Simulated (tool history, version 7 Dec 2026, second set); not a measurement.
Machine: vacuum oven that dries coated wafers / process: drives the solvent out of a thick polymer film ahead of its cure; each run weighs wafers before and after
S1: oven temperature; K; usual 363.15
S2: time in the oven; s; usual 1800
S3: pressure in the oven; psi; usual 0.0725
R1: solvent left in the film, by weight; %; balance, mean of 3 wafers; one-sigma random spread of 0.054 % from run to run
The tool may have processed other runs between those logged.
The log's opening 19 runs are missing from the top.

run 20 day=7.825 | S1=363.15 S2=2640 S3=0.0885 | R1=0.91
run 21 day=8.279 | S1=363.15 S2=2640 S3=0.0809 | R1=0.84
run 22 day=8.675 | S1=363.15 S2=2640 S3=0.0809 | R1=0.89
run 23 day=9.038 | S1=372.15 S2=2280 S3=0.0719 | R1=0.08
run 24 day=9.621 | S1=363.15 S2=1740 S3=0.1041 | R1=2.32
run 25 day=10.008 | S1=363.15 S2=1380 S3=0.1682 | R1=3.3
run 26 day=10.392 | S1=358.15 S2=1560 S3=0.2338 | R1=4.59
run 27 day=10.85 | S1=358.15 S2=1560 S3=0.143 | R1=4.52
run 28 day=11.346 | S1=364.15 S2=1260 S3=0.0934 | R1=3.44
run 29 day=11.804 | S1=368.15 S2=1620 S3=0.0725 | R1=1.22
run 30 day=12.208 | S1=372.15 S2=1260 S3=0.1107 | R1=1.22
run 31 day=12.625 | S1=372.15 S2=1260 S3=0.1107 | R1=1.25

Predict each of these 5 candidate next runs independently; none follows another, all start after run 31:
run A day=13.079 | S1=354.15 S2=1260 S3=0.1107 | R1=?
run B day=13.079 | S1=351.15 S2=2160 S3=0.2464 | R1=?
run C day=13.079 | S1=358.15 S2=1620 S3=0.2696 | R1=?
run D day=13.079 | S1=377.15 S2=1020 S3=0.0379 | R1=?
run E day=13.079 | S1=370.15 S2=2340 S3=0.1107 | R1=?

run=A R1=7.38
run=B R1=5.64
run=C R1=4.63
run=D R1=0.9
run=E R1=0.29
The same runs, with their run-to-run variation unchanged, on a tool lacking any hidden condition would have given:
run=A R1=7.27
run=B R1=5.51
run=C R1=4.52
run=D R1=0.85
run=E R1=0.26
